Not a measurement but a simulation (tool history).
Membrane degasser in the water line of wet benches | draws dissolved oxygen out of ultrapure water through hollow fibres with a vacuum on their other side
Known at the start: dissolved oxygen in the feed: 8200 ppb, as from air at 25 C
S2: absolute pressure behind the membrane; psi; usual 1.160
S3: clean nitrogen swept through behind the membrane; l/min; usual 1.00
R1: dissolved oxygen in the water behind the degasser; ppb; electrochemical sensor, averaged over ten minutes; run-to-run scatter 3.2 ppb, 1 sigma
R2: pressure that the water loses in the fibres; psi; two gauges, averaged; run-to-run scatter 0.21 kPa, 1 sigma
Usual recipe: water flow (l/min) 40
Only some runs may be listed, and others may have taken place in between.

Run 1, day 0.000: usual settings. Result: R1 392.4 ppb, R2 7.697 psi.
Run 2, day 8.175: usual settings but water flow (l/min) 48. Result: R1 461.6 ppb, R2 9.126 psi.
Run 3, day 14.588: usual settings but water flow (l/min) 48. Result: R1 452.5 ppb, R2 9.264 psi.
Run 4, day 21.871: usual settings but water flow (l/min) 48. Result: R1 465.9 ppb, R2 9.298 psi.
Run 5, day 31.429: usual settings but water flow (l/min) 48. Result: R1 457.4 ppb, R2 9.204 psi.
At day 32.333: seals of the vacuum lines changed.
Run 6, day 38.871: usual settings but S3 2.50 l/min. Result: R1 190.3 ppb, R2 7.731 psi.
Run 7, day 46.875: usual settings but water flow (l/min) 29. Result: R1 301.1 ppb, R2 5.627 psi.
Run 8, day 57.438: usual settings but S3 1.20 l/min. Result: R1 349.8 ppb, R2 7.712 psi.
Run 9, day 62.442: usual settings but S3 1.20 l/min. Result: R1 348.6 ppb, R2 7.765 psi.
Run 10, day 73.904: usual settings but S3 1.20 l/min. Result: R1 343.7 ppb, R2 7.797 psi.
Run 11, day 78.625: usual settings but S3 1.20 l/min. Result: R1 349.2 ppb, R2 7.787 psi.
Run 12, day 83.700: usual settings but S3 1.20 l/min. Result: R1 346.7 ppb, R2 7.820 psi.
Run 13, day 88.508: usual settings but S3 0.64 l/min. Result: R1 557.4 ppb, R2 7.781 psi.
At day 91.775: membrane cartridge changed.
At day 93.821: vacuum gauge calibrated.
Run 14, day 98.738: usual settings but S3 0.64 l/min. Result: R1 521.6 ppb, R2 7.101 psi.
Run 15, day 107.212: usual settings but water flow (l/min) 61, S3 0.64 l/min. Result: R1 698.9 ppb, R2 10.853 psi.
Run 16, day 114.642: usual settings but water flow (l/min) 61, S3 0.64 l/min. Result: R1 711.1 ppb, R2 10.855 psi.
Run 17, day 121.317: usual settings but water flow (l/min) 61, S3 0.64 l/min. Result: R1 705.7 ppb, R2 10.871 psi.
Run 18, day 126.812: usual settings but water flow (l/min) 27, S2 0.928 psi, S3 0.69 l/min. Result: R1 243.0 ppb, R2 4.776 psi.
Run 19, day 135.096: usual settings but water flow (l/min) 27, S2 0.928 psi, S3 0.69 l/min. Result: R1 249.2 ppb, R2 4.843 psi.
Run 20, day 146.212: usual settings but water flow (l/min) 45, S3 1.04 l/min. Result: R1 404.1 ppb, R2 8.100 psi.
Run 21, day 154.138: usual settings but water flow (l/min) 45, S3 1.04 l/min. Result: R1 402.6 ppb, R2 8.100 psi.
Run 22, day 163.792: usual settings but water flow (l/min) 35, S3 2.93 l/min. Result: R1 138.8 ppb, R2 6.344 psi.
Run 23, day 171.042: usual settings but water flow (l/min) 28, S2 0.846 psi, S3 2.92 l/min. Result: R1 63.2 ppb, R2 5.098 psi.
Run 24, day 179.183: usual settings but water flow (l/min) 28, S2 0.846 psi, S3 2.92 l/min. Result: R1 63.0 ppb, R2 5.078 psi.
Run 25, day 185.088: usual settings but water flow (l/min) 53, S2 1.302 psi, S3 0.70 l/min. Result: R1 720.1 ppb, R2 9.641 psi.
Run 26, day 192.071: usual settings but water flow (l/min) 53, S2 1.743 psi, S3 0.70 l/min. Result: R1 1063.0 ppb, R2 9.590 psi.
At day 201.575: seals of the vacuum lines changed.
Run 27, day 202.521: usual settings but water flow (l/min) 44, S2 2.590 psi, S3 1.05 l/min. Result: R1 1112.5 ppb, R2 8.021 psi.
Run 28, day 212.588: usual settings but water flow (l/min) 39, S2 1.775 psi, S3 2.39 l/min. Result: R1 331.6 ppb, R2 7.113 psi.
Run 29, day 219.562: usual settings but water flow (l/min) 31, S2 1.775 psi, S3 0.42 l/min. Result: R1 1066.5 ppb, R2 5.662 psi.
Run 30, day 225.858: usual settings but water flow (l/min) 31, S2 1.775 psi, S3 0.42 l/min. Result: R1 1056.2 ppb, R2 5.652 psi.
Run 31, day 237.429: usual settings but water flow (l/min) 46, S3 1.21 l/min. Result: R1 376.1 ppb, R2 8.448 psi.
Run 32, day 243.075: usual settings but water flow (l/min) 26, S2 1.260 psi, S3 0.43 l/min. Result: R1 584.8 ppb, R2 4.779 psi.
Run 33, day 250.475: usual settings but S2 0.840 psi, S3 2.47 l/min. Result: R1 107.7 ppb, R2 7.365 psi.

Forecast each of these 3 alternatives for the next run:
Run A, day 259.846: usual settings but S2 2.019 psi, S3 2.97 l/min. Result: R1 ?, R2 ?.
Run B, day 259.846: usual settings but water flow (l/min) 39. Result: R1 ?, R2 ?.
Run C, day 259.846: usual settings but water flow (l/min) 37, S2 0.972 psi, S3 0.66 l/min. Result: R1 ?, R2 ?.

run     R1     R2
  A  336.6  7.393
  B  378.6  7.272
  C  369.8  6.783
With the hidden condition removed and each run's random variation left untouched, the same runs would have given:
run     R1     R2
  A  330.0  7.069
  B  367.3  6.956
  C  356.1  6.485
